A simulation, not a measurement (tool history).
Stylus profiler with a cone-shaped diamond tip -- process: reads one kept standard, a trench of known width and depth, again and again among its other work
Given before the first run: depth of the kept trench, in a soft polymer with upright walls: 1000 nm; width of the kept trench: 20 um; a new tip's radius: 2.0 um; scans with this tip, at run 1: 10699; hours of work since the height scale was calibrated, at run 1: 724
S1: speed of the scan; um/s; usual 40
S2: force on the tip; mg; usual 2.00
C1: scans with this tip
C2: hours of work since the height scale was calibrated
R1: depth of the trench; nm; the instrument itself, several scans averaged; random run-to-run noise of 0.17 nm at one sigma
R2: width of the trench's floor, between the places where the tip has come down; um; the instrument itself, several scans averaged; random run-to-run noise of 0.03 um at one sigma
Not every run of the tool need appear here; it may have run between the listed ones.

Run 1, hour 0.0: usual settings; C1 10699; C2 724. Result: R1 1011.16 nm, R2 16.22 um.
Run 2, hour 131.5: usual settings; C1 11719; C2 793. Result: R1 1010.94 nm, R2 16.26 um.
Run 3, hour 198.9: usual settings; C1 12242; C2 828. Result: R1 1010.92 nm, R2 16.30 um.
Run 4, hour 314.6: usual settings; C1 13140; C2 889. Result: R1 1010.87 nm, R2 16.26 um.
Run 5, hour 393.8: usual settings; C1 13754; C2 931. Result: R1 1010.96 nm, R2 16.25 um.
Run 6, hour 531.9: usual settings; C1 14826; C2 1003. Result: R1 1010.85 nm, R2 16.29 um.
At hour 595.0: height scale calibrated on a step standard.
Run 7, hour 632.3: usual settings; C1 15601; C2 20. Result: R1 1010.87 nm, R2 16.19 um.
Run 8, hour 733.5: usual settings; C1 16386; C2 73. Result: R1 1010.94 nm, R2 16.24 um.
Run 9, hour 859.5: usual settings; C1 17364; C2 139. Result: R1 1010.99 nm, R2 16.22 um.
Run 10, hour 989.7: usual settings but S1 13 um/s; C1 18374; C2 207. Result: R1 1011.19 nm, R2 16.51 um.
Run 11, hour 1065.1: usual settings but S1 13 um/s; C1 18959; C2 247. Result: R1 1010.67 nm, R2 16.45 um.
Run 12, hour 1122.5: usual settings but S1 13 um/s; C1 19404; C2 277. Result: R1 1010.77 nm, R2 16.38 um.
Run 13, hour 1234.4: usual settings but S1 13 um/s; C1 20273; C2 336. Result: R1 1011.12 nm, R2 16.35 um.
Run 14, hour 1364.3: usual settings but S1 13 um/s; C1 21280; C2 404. Result: R1 1010.98 nm, R2 16.38 um.
Run 15, hour 1495.8: usual settings but S1 58 um/s, S2 1.91 mg; C1 22300; C2 473. Result: R1 1010.23 nm, R2 16.11 um.
Run 16, hour 1625.6: usual settings but S1 58 um/s, S2 1.91 mg; C1 23307; C2 541. Result: R1 1010.59 nm, R2 16.14 um.
Run 17, hour 1702.6: usual settings but S1 106 um/s, S2 1.91 mg; C1 23905; C2 582. Result: R1 1010.71 nm, R2 15.78 um.
At hour 1805.7: new tip fitted, height scale calibrated.
Run 18, hour 1805.7: usual settings but S1 135 um/s, S2 0.96 mg; C1 0; C2 0. Result: R1 1006.71 nm, R2 15.21 um.
Run 19, hour 1927.8: usual settings but S1 17 um/s, S2 1.55 mg; C1 948; C2 64. Result: R1 1009.31 nm, R2 16.43 um.
Run 20, hour 2063.2: usual settings but S1 17 um/s, S2 1.55 mg; C1 1998; C2 135. Result: R1 1008.96 nm, R2 16.44 um.
Run 21, hour 2139.8: usual settings but S1 20 um/s, S2 1.42 mg; C1 2593; C2 175. Result: R1 1008.84 nm, R2 16.40 um.
Run 22, hour 2264.8: usual settings but S1 20 um/s, S2 1.42 mg; C1 3562; C2 241. Result: R1 1008.72 nm, R2 16.35 um.

Per-run results on a tool with no hidden state, each run keeping its own random variation:
Hidden state present: radius of the tip, um; height scale over the true one, %; drift of the gauge itself on depth_nm, %; drift of the gauge itself on floor_um, %.
run     R2
  1  16.23
  2  16.27
  3  16.32
  4  16.28
  5  16.26
  6  16.30
  7  16.20
  8  16.26
  9  16.24
 10  16.53
 11  16.47
 12  16.41
 13  16.38
 14  16.41
 15  16.14
 16  16.16
 17  15.81
 18  15.21
 19  16.43
 20  16.45
 21  16.40
 22  16.35
R1: within 0.04 nm of the measured result in every run.

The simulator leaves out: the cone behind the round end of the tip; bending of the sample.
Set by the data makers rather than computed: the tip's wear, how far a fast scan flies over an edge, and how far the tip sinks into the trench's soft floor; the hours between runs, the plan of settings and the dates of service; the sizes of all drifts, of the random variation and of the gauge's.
